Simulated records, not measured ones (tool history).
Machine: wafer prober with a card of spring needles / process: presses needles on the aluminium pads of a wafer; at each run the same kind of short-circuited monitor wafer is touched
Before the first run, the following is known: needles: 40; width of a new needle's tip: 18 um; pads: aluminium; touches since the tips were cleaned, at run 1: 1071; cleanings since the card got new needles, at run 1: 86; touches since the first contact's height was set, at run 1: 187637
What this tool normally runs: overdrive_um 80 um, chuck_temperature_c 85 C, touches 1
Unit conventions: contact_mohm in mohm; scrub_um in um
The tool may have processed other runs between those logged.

run,hour,overdrive_um,chuck_temperature_c,touches,touches since the tips were cleaned,cleanings since the card got new needles,touches since the first contact's height was set,contact_mohm,scrub_um
1,0,80,85,1,1071,86,187637,192,11.03
# hour 7.9: tips cleaned on abrasive film
2,16.2,80,85,1,3984,87,195335,231,10.98
# hour 17.4: tips cleaned on abrasive film
# hour 27.3: tips cleaned on abrasive film
3,35.7,80,85,1,4028,89,204576,235,10.93
# hour 36.8: tips cleaned on abrasive film
# hour 40.2: height of the first contact set anew
# hour 46: tips cleaned on abrasive film
# hour 56.3: tips cleaned on abrasive film
4,57.1,80,65,1,387,92,7964,167,11.43
# hour 65.3: tips cleaned on abrasive film
# hour 75.1: tips cleaned on abrasive film
5,79.5,80,65,1,2077,94,18593,205,11.41
# hour 85.4: tips cleaned on abrasive film
6,89.5,80,65,1,1982,95,23365,204,11.47
# hour 95.1: tips cleaned on abrasive film
# hour 103.9: tips cleaned on abrasive film
7,103.9,80,65,1,0,97,30134,149,11.36
# hour 113: tips cleaned on abrasive film
8,121.6,80,85,1,4140,98,38572,225,11.44
# hour 123.7: tips cleaned on abrasive film
# hour 133.4: tips cleaned on abrasive film
9,141,80,85,1,3661,100,47765,227,11.23
# hour 143.3: tips cleaned on abrasive film
# hour 152.9: tips cleaned on abrasive film
# hour 161.9: tips cleaned on abrasive film
10,161.9,80,85,1,0,103,57643,152,11.38
# hour 171.6: tips cleaned on abrasive film
# hour 180.4: tips cleaned on abrasive film
11,181.9,93,85,1,722,105,67130,168,13.2
# hour 189.5: tips cleaned on abrasive film
# hour 199.1: tips cleaned on abrasive film
12,205.1,80,71,1,2846,107,78122,218,11.29
# hour 208.9: tips cleaned on abrasive film
13,215.6,80,85,3,3196,108,83089,175,11.31
# hour 219.6: tips cleaned on abrasive film
14,225.3,80,85,3,2718,109,87698,172,11.21
# hour 229.1: tips cleaned on abrasive film
# hour 238: tips cleaned on abrasive film
15,240.1,80,85,3,1024,111,94701,161,11.22
# hour 248.1: tips cleaned on abrasive film
16,254.2,80,85,3,2921,112,101380,176,11.29
# hour 258.5: tips cleaned on abrasive film
# hour 268.7: tips cleaned on abrasive film
# hour 277.9: tips cleaned on abrasive film
17,278.5,67,60,1,277,115,112881,178,9.32
# hour 287.1: tips cleaned on abrasive film
18,293.3,67,60,1,2939,116,119913,255,9.21
# hour 296.7: tips cleaned on abrasive film
# hour 306: tips cleaned on abrasive film
19,310.1,80,75,1,1921,118,127861,214,11.12
# hour 316.2: tips cleaned on abrasive film
# hour 325.2: tips cleaned on abrasive film
20,330.5,83,75,1,2541,120,137540,217,11.58
# hour 335.3: tips cleaned on abrasive film
# hour 345.5: tips cleaned on abrasive film
21,349.5,89,35,1,1883,122,146545,199,12.45
# hour 355.1: tips cleaned on abrasive film
22,360.4,80,85,2,2541,123,151738,192,11.04
# hour 365.3: tips cleaned on abrasive film
# hour 375.5: tips cleaned on abrasive film
23,380.7,69,103,1,2477,125,161359,253,9.46
# hour 385.9: tips cleaned on abrasive film
24,392.1,69,103,1,2983,126,166761,262,9.42
# hour 396.1: tips cleaned on abrasive film
# hour 405: tips cleaned on abrasive film
25,406.5,69,103,1,681,128,173544,203,9.44
# hour 415.1: tips cleaned on abrasive film
26,421.5,69,103,1,3027,129,180677,263,9.41
# hour 425.2: tips cleaned on abrasive film
# hour 434.9: tips cleaned on abrasive film
# hour 444.4: tips cleaned on abrasive film
27,445.1,69,93,1,303,132,191832,184,9.41
# hour 453.2: tips cleaned on abrasive film
28,455.6,91,65,3,1137,133,196823,158,12.41
# hour 463.3: tips cleaned on abrasive film
29,466.3,62,39,1,1436,134,201900,246,8.26

Forecast each of these 5 alternatives for the next run:
# hour 472.7: tips cleaned on abrasive film
# hour 477.8: height of the first contact set anew
A,480.6,98,89,2,3655,135,1344,?,?
# hour 472.7: tips cleaned on abrasive film
# hour 477.8: height of the first contact set anew
B,480.6,61,89,1,3655,135,1344,?,?
# hour 472.7: tips cleaned on abrasive film
# hour 477.8: height of the first contact set anew
C,480.6,91,85,1,3655,135,1344,?,?
# hour 472.7: tips cleaned on abrasive film
# hour 477.8: height of the first contact set anew
D,480.6,96,43,2,3655,135,1344,?,?
# hour 472.7: tips cleaned on abrasive film
# hour 477.8: height of the first contact set anew
E,480.6,99,44,1,3655,135,1344,?,?

run,contact_mohm,scrub_um
A,182,13.85
B,293,8.67
C,214,13.15
D,177,13.87
E,203,14.18
Take away the tool's hidden state, keep each run's random variation, and the runs would have read:
run,contact_mohm,scrub_um
A,144,13.85
B,151,8.67
C,143,13.15
D,135,13.87
E,137,14.18
